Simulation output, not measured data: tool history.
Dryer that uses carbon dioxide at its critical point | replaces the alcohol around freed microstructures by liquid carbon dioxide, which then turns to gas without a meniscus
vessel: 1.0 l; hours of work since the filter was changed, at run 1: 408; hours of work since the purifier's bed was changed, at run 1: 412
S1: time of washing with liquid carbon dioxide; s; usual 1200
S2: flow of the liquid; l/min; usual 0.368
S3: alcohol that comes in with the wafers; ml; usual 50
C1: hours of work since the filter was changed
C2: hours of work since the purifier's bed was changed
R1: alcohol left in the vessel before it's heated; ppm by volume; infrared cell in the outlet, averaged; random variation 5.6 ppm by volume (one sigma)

{"run": 1, "day": 0.0, "S1": 1200, "S2": 0.368, "S3": 50, "C1": 408, "C2": 412, "R1": 324}
{"run": 2, "day": 0.908, "S1": 1200, "S2": 0.368, "S3": 50, "C1": 422, "C2": 426, "R1": 339}
{"run": 3, "day": 2.025, "S1": 1200, "S2": 0.368, "S3": 101, "C1": 438, "C2": 442, "R1": 584}
{"run": 4, "day": 3.262, "S1": 1200, "S2": 0.368, "S3": 101, "C1": 457, "C2": 461, "R1": 592}
{"run": 5, "day": 3.912, "S1": 1200, "S2": 0.368, "S3": 50, "C1": 466, "C2": 471, "R1": 352}
{"run": 6, "day": 5.046, "S1": 1200, "S2": 0.368, "S3": 50, "C1": 483, "C2": 487, "R1": 348}
{"run": 7, "day": 5.833, "S1": 1200, "S2": 0.368, "S3": 50, "C1": 495, "C2": 499, "R1": 375}
{"run": 8, "day": 6.8, "S1": 1200, "S2": 0.368, "S3": 50, "C1": 509, "C2": 514, "R1": 384}
{"run": 9, "day": 7.604, "S1": 1200, "S2": 0.368, "S3": 50, "C1": 522, "C2": 526, "R1": 385}

Forecast run 10:
{"run": 10, "day": 8.25, "S1": 1200, "S2": 0.368, "S3": 35, "C1": 531, "C2": 535, "R1": "?"}

{"run 10": {"R1": 295}}
Without the tool's hidden state the same run would have given R1 116 ppm by volume.
